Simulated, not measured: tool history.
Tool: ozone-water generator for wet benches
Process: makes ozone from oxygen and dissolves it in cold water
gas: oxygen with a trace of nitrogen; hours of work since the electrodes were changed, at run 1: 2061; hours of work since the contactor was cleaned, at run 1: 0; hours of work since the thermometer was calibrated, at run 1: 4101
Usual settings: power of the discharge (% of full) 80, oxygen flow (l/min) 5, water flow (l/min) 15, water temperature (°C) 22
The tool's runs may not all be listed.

run	hour	power of the discharge (% of full)	oxygen flow (l/min)	water flow (l/min)	water temperature (°C)	hours of work since the electrodes were changed	hours of work since the contactor was cleaned	hours of work since the thermometer was calibrated	dissolved ozone (ppm)	ozone in the gas ahead of the water (g/m3)
1	0	80	5	15	22	2061	0	4101	23.3	230.5
2	48.9	80	6.81	15	22	2099	38	4139	21.8	193.7
3	97.4	80	5	15	22	2136	76	4177	23.3	226
4	187.3	80	5	22	22	2207	146	4247	17.9	227.4
5	249.4	80	5	22	22	2255	194	4295	18	228.8
6	320.8	80	5	22	22	2311	250	4351	17.8	229
7	374.9	80	5	22	22	2353	292	4393	17.9	226.5
8	432.1	80	5	22	22	2397	337	4438	17.7	226.8
9	488.8	80	5	22	22	2441	381	4482	17.6	227.9
10	567.3	80	5	22	22	2503	442	4543	17.3	225.8
11	653.1	80	5	10	22	2570	509	4610	28.8	226.9
12	734.3	80	5	10	22	2633	572	4673	28.6	226.4
13	779	80	5	15	22	2668	607	4708	22.9	225
14	855.7	80	5	15	22	2727	667	4768	22.8	227.6
15	944.7	80	5	15	22	2797	736	4837	22.6	227.4
16	996.6	80	5	15	22	2837	777	4877	22.7	225.8
17	1054.7	80	3.68	15	18	2883	822	4923	24.7	270.1
18	1099.4	74	2.57	20	18	2917	857	4958	18.3	318.9
19	1159.6	95	6.12	15	19	2964	904	5004	26	219.6
20	1228.2	95	6.12	15	19	3018	957	5058	25.5	220
21	1320.4	95	6.12	15	19	3090	1029	5130	25.5	219.7
22	1393.8	95	6.12	15	19	3147	1086	5187	25.5	219.7
23	1472.8	95	6.12	15	19	3208	1148	5249	25.3	221.5
24	1531.7	80	3.1	15	16	3254	1194	5294	25.3	292.6
# hour 1612.5: water thermometer calibrated
25	1618.7	62	7.02	15	18	3322	1261	5	19.3	154
26	1665.7	71	2.67	15	22	3358	1298	41	21.6	299
27	1710.8	71	2.67	15	22	3393	1333	77	21.5	298.1
28	1760.9	60	3.19	16	29	3432	1372	116	16.7	240.8
29	1833.6	60	3.19	16	29	3489	1429	172	16.8	240.9
30	1885.4	60	3.19	11	23	3529	1469	213	23.7	239.3
31	1922.7	44	3.19	11	23	3559	1498	242	19.6	198.1
32	2010.5	50	5	15	16	3627	1566	310	18.1	162.3

5 ways to go on from here, each from the tool as it stands after run 32. What would each give?
A	2086.8	51	6.11	15	22	3686	1626	370	?	?
B	2086.8	80	3.2	15	24	3686	1626	370	?	?
C	2086.8	80	3.36	19	24	3686	1626	370	?	?
D	2086.8	80	2.88	15	22	3686	1626	370	?	?
E	2086.8	81	7.1	15	16	3686	1626	370	?	?

run	dissolved ozone (ppm)	ozone in the gas ahead of the water (g/m3)
A	16.3	144.6
B	22.5	284.5
C	18.5	278.5
D	23.1	306.2
E	23.5	178.6
Without the tool's hidden state the same runs would have given:
run	dissolved ozone (ppm)	ozone in the gas ahead of the water (g/m3)
A	17.8	156.7
B	25.4	317.8
C	21	311
D	26.1	341.8
E	26.5	199.6
